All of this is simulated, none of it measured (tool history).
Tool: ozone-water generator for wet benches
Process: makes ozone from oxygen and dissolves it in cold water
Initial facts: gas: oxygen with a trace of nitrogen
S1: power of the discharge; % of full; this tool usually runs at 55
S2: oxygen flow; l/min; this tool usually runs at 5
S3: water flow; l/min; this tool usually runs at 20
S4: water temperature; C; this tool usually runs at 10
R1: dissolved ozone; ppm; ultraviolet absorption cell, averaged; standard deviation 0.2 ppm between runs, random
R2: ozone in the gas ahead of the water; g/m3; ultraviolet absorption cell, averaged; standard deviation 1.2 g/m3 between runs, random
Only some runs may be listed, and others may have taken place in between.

Run 1, hour 0: usual settings. Result: R1 28.9 ppm, R2 217.9 g/m3.
Run 2, hour 44.4: usual settings. Result: R1 28.6 ppm, R2 217.1 g/m3.
Run 3, hour 131.4: usual settings. Result: R1 28.7 ppm, R2 216 g/m3.
Run 4, hour 226.9: usual settings but S3 23 l/min. Result: R1 26.4 ppm, R2 215.9 g/m3.
Run 5, hour 316.9: usual settings but S3 23 l/min. Result: R1 26.5 ppm, R2 218.5 g/m3.
Run 6, hour 368.4: usual settings but S3 23 l/min. Result: R1 26 ppm, R2 218 g/m3.
Run 7, hour 435.5: usual settings but S3 23 l/min. Result: R1 26 ppm, R2 217.9 g/m3.
Run 8, hour 488.8: usual settings but S3 23 l/min. Result: R1 26.3 ppm, R2 215 g/m3.
Run 9, hour 551.1: usual settings but S3 23 l/min. Result: R1 25.8 ppm, R2 215.6 g/m3.
At hour 577.2: water thermometer calibrated.
Run 10, hour 626.1: usual settings but S3 23 l/min. Result: R1 25.9 ppm, R2 217.8 g/m3.
Run 11, hour 713.2: usual settings but S2 6.26 l/min. Result: R1 29.1 ppm, R2 191.5 g/m3.
Run 12, hour 787.5: usual settings but S3 30 l/min. Result: R1 21 ppm, R2 218.6 g/m3.
Run 13, hour 837.3: usual settings but S3 30 l/min. Result: R1 21.3 ppm, R2 218.5 g/m3.
Run 14, hour 885.4: usual settings but S3 30 l/min. Result: R1 20.9 ppm, R2 218.7 g/m3.
Run 15, hour 933.1: usual settings but S1 51 % of full, S2 7.76 l/min, S3 30 l/min. Result: R1 21 ppm, R2 162.7 g/m3.
Run 16, hour 988.3: usual settings but S1 42 % of full, S2 4.45 l/min, S3 30 l/min. Result: R1 17.4 ppm, R2 195.1 g/m3.
Run 17, hour 1061.5: usual settings but S1 46 % of full, S2 6.21 l/min, S3 13 l/min. Result: R1 33.8 ppm, R2 170.4 g/m3.

What will run 18 give?
Run 18, hour 1152.4: usual settings but S1 92 % of full, S2 6.76 l/min, S3 23 l/min. Result: R1 ?, R2 ?.

Run 18 measured R1 37.4 ppm, R2 256.9 g/m3.
Without the tool's hidden state the same run would have given R1 37.4 ppm, R2 257.1 g/m3.
